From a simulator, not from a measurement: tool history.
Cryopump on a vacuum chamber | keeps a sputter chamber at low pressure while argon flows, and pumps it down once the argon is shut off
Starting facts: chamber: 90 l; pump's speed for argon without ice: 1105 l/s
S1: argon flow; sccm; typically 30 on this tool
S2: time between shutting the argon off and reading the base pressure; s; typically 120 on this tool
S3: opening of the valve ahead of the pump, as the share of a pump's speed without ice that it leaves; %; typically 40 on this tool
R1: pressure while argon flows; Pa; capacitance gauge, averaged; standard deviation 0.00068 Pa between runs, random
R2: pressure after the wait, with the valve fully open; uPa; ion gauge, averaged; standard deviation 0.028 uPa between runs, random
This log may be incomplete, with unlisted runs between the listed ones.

run,hour,S1,S2,S3,R1,R2
1,0.0,30,120,40,0.1208,1.78
2,19.3,30,120,24,0.1969,1.69
3,44.0,30,120,40,0.1211,1.71
4,64.3,30,120,40,0.1213,1.78
5,83.4,23,120,40,0.0917,1.78
6,99.4,13,120,40,0.0523,1.77
7,128.0,13,191,37,0.0569,1.41
8,142.6,14,299,18,0.1216,1.17
9,172.3,15,299,37,0.0669,1.15
10,199.7,15,299,37,0.0662,1.18
11,230.8,60,120,40,0.2441,1.80
12,256.7,13,208,25,0.0835,1.42

Consider 4 possible next runs. They are alternatives, not a sequence: every one starts from the tool as it was left by run 12. What does each give?
A,277.2,31,26,19,?,?
B,277.2,25,208,35,?,?
C,277.2,24,120,21,?,?
D,277.2,30,213,24,?,?

run,R1,R2
A,0.2571,5.50
B,0.1154,1.36
C,0.1818,1.89
D,0.1993,1.39
What these runs would have given with no unlogged condition in the tool:
run,R1,R2
A,0.2488,5.01
B,0.1087,0.86
C,0.1754,1.38
D,0.1913,0.88
